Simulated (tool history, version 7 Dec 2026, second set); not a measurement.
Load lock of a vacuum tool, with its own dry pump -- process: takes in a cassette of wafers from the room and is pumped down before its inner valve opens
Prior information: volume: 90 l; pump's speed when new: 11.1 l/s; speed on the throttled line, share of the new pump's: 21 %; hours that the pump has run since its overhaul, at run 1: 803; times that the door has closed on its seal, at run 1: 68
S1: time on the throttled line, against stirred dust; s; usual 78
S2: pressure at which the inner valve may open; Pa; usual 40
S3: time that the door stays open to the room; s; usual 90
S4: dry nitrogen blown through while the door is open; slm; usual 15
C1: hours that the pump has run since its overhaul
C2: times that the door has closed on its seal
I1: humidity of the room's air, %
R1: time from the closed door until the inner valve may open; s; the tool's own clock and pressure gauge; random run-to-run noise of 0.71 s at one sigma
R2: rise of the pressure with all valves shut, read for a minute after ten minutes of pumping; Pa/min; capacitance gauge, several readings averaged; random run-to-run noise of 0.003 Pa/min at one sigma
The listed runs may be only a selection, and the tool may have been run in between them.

run    hour   S1  S2  S3  S4    C1     C2    I1     R1     R2
  1     0.0   78  40  90  15   803     68  44.1  127.2  0.056
  2   266.6   78  40  90  15  1070   1374  41.7  125.9  0.059
  3   490.0   78  40  99  15  1293   2469  46.2  126.7  0.067
  4   729.3  108  40  99  15  1533   3641  45.6  149.2  0.081
  5   847.9   78  40  90  15  1651   4223  42.7  124.6  0.075
  6  1049.2   78  40  30  15  1853   5209  46.6  126.1  0.061
  7  1246.4   78  40  30  15  2050   6175  46.4  125.7  0.061
  8  1467.8   78  40  30  15  2271   7261  44.0  125.9  0.070
  9  1759.4   78  40  30  15  2563   8689  44.0  126.1  0.088
 10  1914.1   78  40  90  15  2718   9448  44.2  126.3  0.116
 11  2046.3   78  40  90  15  2850  10096  43.2  126.6  0.123
 12  2202.9   78  40  90  15  3006  10863  45.4  124.9  0.129
 13  2372.6   78  40  90  15  3176  11695  47.6  125.2  0.145
 14  2600.5   78  40  90  15  3404  12812  45.3  126.5  0.153
 15  2824.9   78  40  90  15  3628  13911  46.4  125.9  0.164
 16  2990.5   78  40  90  15  3794  14723  48.1  128.2  0.176
 17  3143.4   78  40  90  15  3947  15472  42.7  127.0  0.183
 18  3274.7   78  40  90  15  4078  16115  46.2  125.9  0.191
 19  3461.3   78  40  90  15  4265  17030  47.8  126.7  0.205
 20  3643.5   81  46  72  15  4447  17923  43.6  128.7  0.207
 21  3892.6  122  55  64  15  4696  19144  47.9  159.4  0.224
 22  4059.0   64  38  90  13  4862  19959  44.3  116.4  0.242
 23  4286.0   78  40  86   8  5089  21071  43.8  127.4  0.262
 24  4495.8   83  30  90  15  5299  22100  46.1  133.9  0.280
 25  4683.0  116  30  90   8  5486  23017  46.6  159.5  0.302
 26  4883.9   78  40  59  15  5687  24002  45.9  127.6  0.293
 27  5105.1   57  49  90  15  5909  25086  47.5  108.3  0.329

Run 28 comes next. What will it give?
 28  5289.9  57  49  90  15  6093  25991  42.7   ?   ?

{"run 28": {"R1": 108.6, "R2": 0.338}}
The same run, on a tool lacking any hidden state, would have yielded R1 106.8 s, R2 0.057 Pa/min.
